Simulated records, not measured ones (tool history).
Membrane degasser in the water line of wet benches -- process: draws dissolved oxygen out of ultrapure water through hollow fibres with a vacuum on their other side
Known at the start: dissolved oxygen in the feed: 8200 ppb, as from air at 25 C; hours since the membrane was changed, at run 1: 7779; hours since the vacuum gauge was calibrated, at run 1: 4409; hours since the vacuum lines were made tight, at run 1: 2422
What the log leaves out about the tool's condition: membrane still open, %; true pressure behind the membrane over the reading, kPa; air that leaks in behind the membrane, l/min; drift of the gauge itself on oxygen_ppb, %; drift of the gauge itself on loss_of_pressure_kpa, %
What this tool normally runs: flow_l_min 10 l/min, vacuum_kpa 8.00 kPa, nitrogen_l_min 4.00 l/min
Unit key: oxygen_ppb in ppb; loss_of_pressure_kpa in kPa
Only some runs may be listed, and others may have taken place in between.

| run | day | flow_l_min | vacuum_kpa | nitrogen_l_min | hours since the membrane was changed | hours since the vacuum gauge was calibrated | hours since the vacuum lines were made tight | oxygen_ppb | loss_of_pressure_kpa |
|---|---|---|---|---|---|---|---|---|---|
| 1 | 0.000 | 10 | 8.00 | 4.00 | 7779 | 4409 | 2422 | 32.7 | 66.98 |
| 2 | 11.675 | 10 | 8.00 | 4.00 | 8060 | 4689 | 2702 | 32.7 | 66.61 |
| 3 | 17.800 | 10 | 9.51 | 4.00 | 8207 | 4836 | 2849 | 41.9 | 66.93 |
| 4 | 25.525 | 10 | 8.00 | 4.08 | 8392 | 5022 | 3035 | 32.0 | 66.36 |
| 5 | 30.821 | 10 | 8.00 | 4.00 | 8519 | 5149 | 3162 | 33.3 | 66.30 |
| 6 | 36.333 | 8 | 8.00 | 4.00 | 8651 | 5281 | 3294 | 24.9 | 53.10 |
| 7 | 44.279 | 15 | 8.00 | 4.00 | 8842 | 5472 | 3485 | 58.2 | 99.46 |
| 8 | 52.496 | 10 | 8.00 | 4.00 | 9039 | 5669 | 3682 | 32.8 | 66.55 |
| 9 | 64.025 | 10 | 17.11 | 4.00 | 9316 | 5946 | 3959 | 89.0 | 66.26 |
| 10 | 71.817 | 10 | 8.00 | 4.00 | 9503 | 6132 | 4146 | 33.3 | 66.16 |
| 11 | 81.429 | 10 | 8.00 | 4.00 | 9734 | 6363 | 4376 | 33.5 | 66.22 |
| 12 | 88.746 | 10 | 8.00 | 4.00 | 9909 | 6539 | 4552 | 32.8 | 66.15 |
| 13 | 95.771 | 10 | 8.00 | 4.00 | 10078 | 6707 | 4721 | 32.9 | 65.95 |
| 14 | 107.150 | 10 | 8.00 | 8.38 | 10351 | 6981 | 4994 | 17.4 | 65.63 |
| 15 | 113.675 | 7 | 8.00 | 4.00 | 10508 | 7137 | 5150 | 21.5 | 45.70 |
| 16 | 121.138 | 10 | 10.73 | 4.00 | 10687 | 7316 | 5329 | 49.5 | 65.53 |
| 17 | 128.096 | 10 | 10.73 | 4.00 | 10854 | 7483 | 5496 | 50.1 | 65.84 |
|  | 128.862 | vacuum gauge calibrated |
| 18 | 137.971 | 6 | 13.28 | 10.12 | 11090 | 219 | 5733 | 14.8 | 39.24 |
| 19 | 146.896 | 6 | 13.28 | 10.12 | 11304 | 433 | 5947 | 15.3 | 38.96 |
| 20 | 156.446 | 6 | 9.32 | 10.12 | 11534 | 662 | 6176 | 9.7 | 38.81 |
|  | 160.150 | gauge calibrated |
| 21 | 163.229 | 6 | 9.32 | 6.22 | 11696 | 825 | 6339 | 15.0 | 39.76 |
| 22 | 169.975 | 6 | 9.32 | 6.22 | 11858 | 987 | 6501 | 15.3 | 39.96 |
| 23 | 176.675 | 7 | 6.44 | 3.75 | 12019 | 1147 | 6662 | 15.7 | 46.64 |
| 24 | 187.842 | 7 | 6.44 | 3.75 | 12287 | 1415 | 6930 | 15.5 | 46.44 |
| 25 | 199.104 | 8 | 19.99 | 2.46 | 12557 | 1686 | 7200 | 134.1 | 53.33 |
| 26 | 208.200 | 8 | 5.91 | 2.46 | 12776 | 1904 | 7418 | 22.9 | 53.09 |
| 27 | 214.321 | 8 | 5.91 | 2.46 | 12923 | 2051 | 7565 | 23.0 | 52.94 |
| 28 | 224.588 | 9 | 14.19 | 5.20 | 13169 | 2297 | 7812 | 49.5 | 59.42 |
| 29 | 232.871 | 9 | 14.19 | 3.32 | 13368 | 2496 | 8010 | 76.0 | 59.66 |
| 30 | 241.638 | 10 | 8.00 | 5.55 | 13578 | 2707 | 8221 | 23.8 | 66.11 |
| 31 | 249.767 | 7 | 5.25 | 10.30 | 13773 | 2902 | 8416 | 3.8 | 46.00 |
| 32 | 254.679 | 7 | 10.58 | 1.83 | 13891 | 3020 | 8534 | 70.1 | 46.36 |

3 options for the next run, each taken on its own from the tool as it stands now. Forecast them:
| A | 259.579 | 7 | 8.00 | 4.00 | 14009 | 3137 | 8652 | ? | ? |
| B | 259.579 | 7 | 14.10 | 7.80 | 14009 | 3137 | 8652 | ? | ? |
| C | 259.579 | 8 | 11.29 | 1.83 | 14009 | 3137 | 8652 | ? | ? |

| run | oxygen_ppb | loss_of_pressure_kpa |
|---|---|---|
| A | 21.7 | 46.54 |
| B | 25.0 | 46.16 |
| C | 86.9 | 52.51 |
Without the tool's unlogged condition, the same runs would have read:
| run | oxygen_ppb | loss_of_pressure_kpa |
|---|---|---|
| A | 21.6 | 47.15 |
| B | 24.9 | 46.76 |
| C | 86.7 | 53.20 |

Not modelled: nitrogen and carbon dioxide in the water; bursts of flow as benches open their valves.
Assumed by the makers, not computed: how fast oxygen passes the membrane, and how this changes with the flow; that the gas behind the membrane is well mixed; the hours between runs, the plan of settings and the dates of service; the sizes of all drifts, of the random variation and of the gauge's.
